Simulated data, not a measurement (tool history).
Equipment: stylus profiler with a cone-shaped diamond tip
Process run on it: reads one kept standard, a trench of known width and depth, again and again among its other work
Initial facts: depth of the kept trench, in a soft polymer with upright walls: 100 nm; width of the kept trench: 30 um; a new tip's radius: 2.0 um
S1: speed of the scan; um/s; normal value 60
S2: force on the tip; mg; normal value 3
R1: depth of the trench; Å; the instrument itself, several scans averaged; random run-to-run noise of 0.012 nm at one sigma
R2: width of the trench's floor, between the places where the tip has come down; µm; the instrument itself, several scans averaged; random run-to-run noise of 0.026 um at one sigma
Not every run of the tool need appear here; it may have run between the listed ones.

run    hour   S1    S2      R1     R2
  1       0   60     3  1012.5  28.34
  2    79.4   60     3  1012.4  28.29
  3   177.7   60  1.11  1006.9  28.08
  4   242.5   60     3  1012.4   28.3
  5   289.7   60     3  1012.5  28.32
  6   355.9   60     3  1012.7  28.25
  7     435   60     3  1012.7  28.29
  8   514.3   60     3  1012.6  28.28
  9   568.4   60     3    1013  28.23
 10   662.4   99   3.9    1015  28.16
 11   726.9   99   3.9    1015  28.07
 12   775.2   18  7.91  1023.5  28.49
 13     821  141  3.85  1015.4  27.92
 14   892.4  152  3.21  1013.9  27.81
 15   971.3   80     3  1013.1  28.17
 16  1074.9   80     3    1011  28.08
 17  1126.5   80     3  1010.8  28.13

The log once held 1 entry between its listed runs, left out of this copy. Where does each go, and what is different about the tool's unlogged condition between the listed run before it and the listed run after it?
Logged between run 15 and run 16: height scale calibrated on a step standard (hour 1064.9)
  radius of the tip, um: 2.79 -> 2.81; height scale over the true one, %: 0.186 -> -0.035
  what was measured, less what the result would be without the hidden state, R1: +1.9 -> -0.4 Å; R2: -0.23 -> -0.24 µm

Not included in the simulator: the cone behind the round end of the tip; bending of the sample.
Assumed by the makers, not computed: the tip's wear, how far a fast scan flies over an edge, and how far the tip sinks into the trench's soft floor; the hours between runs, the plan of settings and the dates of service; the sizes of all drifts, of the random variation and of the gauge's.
